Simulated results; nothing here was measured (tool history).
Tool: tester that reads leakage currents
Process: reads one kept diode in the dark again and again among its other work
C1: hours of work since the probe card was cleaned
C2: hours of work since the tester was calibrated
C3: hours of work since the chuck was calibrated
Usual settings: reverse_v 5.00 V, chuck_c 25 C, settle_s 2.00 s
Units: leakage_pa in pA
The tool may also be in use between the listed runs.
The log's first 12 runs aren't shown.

{"run": 13, "day": 17.842, "reverse_v": 9.45, "chuck_c": 25, "settle_s": 2.0, "C1": 2592, "C2": 670, "C3": 2154, "leakage_pa": 123.35}
{"run": 14, "day": 18.738, "reverse_v": 9.45, "chuck_c": 25, "settle_s": 2.0, "C1": 2601, "C2": 679, "C3": 2163, "leakage_pa": 123.14}
{"day": 19.846, "done": "chuck's temperature calibrated"}
{"run": 15, "day": 19.888, "reverse_v": 9.45, "chuck_c": 25, "settle_s": 2.0, "C1": 2612, "C2": 690, "C3": 0, "leakage_pa": 117.54}
{"run": 16, "day": 21.454, "reverse_v": 18.94, "chuck_c": 51, "settle_s": 2.0, "C1": 2628, "C2": 706, "C3": 16, "leakage_pa": 1022.46}
{"run": 17, "day": 22.712, "reverse_v": 18.94, "chuck_c": 21, "settle_s": 7.67, "C1": 2641, "C2": 719, "C3": 29, "leakage_pa": 123.09}
{"run": 18, "day": 23.558, "reverse_v": 12.58, "chuck_c": 41, "settle_s": 0.55, "C1": 2649, "C2": 728, "C3": 38, "leakage_pa": 431.89}
{"run": 19, "day": 24.808, "reverse_v": 12.58, "chuck_c": 59, "settle_s": 5.27, "C1": 2662, "C2": 741, "C3": 51, "leakage_pa": 1566.87}
{"run": 20, "day": 26.296, "reverse_v": 12.58, "chuck_c": 59, "settle_s": 5.27, "C1": 2678, "C2": 756, "C3": 66, "leakage_pa": 1560.16}
{"run": 21, "day": 27.167, "reverse_v": 5.0, "chuck_c": 28, "settle_s": 0.68, "C1": 2686, "C2": 765, "C3": 75, "leakage_pa": 116.72}
{"run": 22, "day": 28.588, "reverse_v": 5.0, "chuck_c": 25, "settle_s": 0.83, "C1": 2701, "C2": 779, "C3": 90, "leakage_pa": 92.57}
{"run": 23, "day": 30.242, "reverse_v": 1.32, "chuck_c": 35, "settle_s": 2.26, "C1": 2718, "C2": 796, "C3": 107, "leakage_pa": 126.68}
{"run": 24, "day": 31.662, "reverse_v": 3.05, "chuck_c": 54, "settle_s": 1.18, "C1": 2733, "C2": 811, "C3": 121, "leakage_pa": 699.01}
{"run": 25, "day": 32.783, "reverse_v": 1.24, "chuck_c": 54, "settle_s": 0.51, "C1": 2744, "C2": 822, "C3": 133, "leakage_pa": 524.82}
{"run": 26, "day": 33.983, "reverse_v": 5.0, "chuck_c": 38, "settle_s": 0.62, "C1": 2756, "C2": 835, "C3": 145, "leakage_pa": 251.07}
{"run": 27, "day": 35.492, "reverse_v": 1.71, "chuck_c": 38, "settle_s": 1.24, "C1": 2772, "C2": 850, "C3": 160, "leakage_pa": 174.99}
{"run": 28, "day": 36.588, "reverse_v": 2.57, "chuck_c": 43, "settle_s": 1.24, "C1": 2783, "C2": 861, "C3": 172, "leakage_pa": 295.37}
{"run": 29, "day": 37.892, "reverse_v": 2.57, "chuck_c": 43, "settle_s": 1.24, "C1": 2796, "C2": 875, "C3": 185, "leakage_pa": 294.12}
{"run": 30, "day": 39.65, "reverse_v": 1.24, "chuck_c": 27, "settle_s": 0.34, "C1": 2814, "C2": 893, "C3": 203, "leakage_pa": 65.78}

5 ways to go on from here, each from the tool as it stands after run 30. What would each give?
{"run": "A", "day": 40.412, "reverse_v": 7.86, "chuck_c": 22, "settle_s": 4.75, "C1": 2822, "C2": 901, "C3": 211, "leakage_pa": "?"}
{"run": "B", "day": 40.412, "reverse_v": 5.0, "chuck_c": 25, "settle_s": 3.92, "C1": 2822, "C2": 901, "C3": 211, "leakage_pa": "?"}
{"run": "C", "day": 40.412, "reverse_v": 9.67, "chuck_c": 39, "settle_s": 0.6, "C1": 2822, "C2": 901, "C3": 211, "leakage_pa": "?"}
{"run": "D", "day": 40.412, "reverse_v": 5.12, "chuck_c": 31, "settle_s": 1.09, "C1": 2822, "C2": 901, "C3": 211, "leakage_pa": "?"}
{"run": "E", "day": 40.412, "reverse_v": 5.97, "chuck_c": 55, "settle_s": 5.27, "C1": 2822, "C2": 901, "C3": 211, "leakage_pa": "?"}

run=A leakage_pa=88.05
run=B leakage_pa=91.63
run=C leakage_pa=343.48
run=D leakage_pa=148.07
run=E leakage_pa=933.63
Without the tool's hidden state the same runs would have given:
run=A leakage_pa=72.10
run=B leakage_pa=81.45
run=C leakage_pa=323.66
run=D leakage_pa=137.61
run=E leakage_pa=920.90

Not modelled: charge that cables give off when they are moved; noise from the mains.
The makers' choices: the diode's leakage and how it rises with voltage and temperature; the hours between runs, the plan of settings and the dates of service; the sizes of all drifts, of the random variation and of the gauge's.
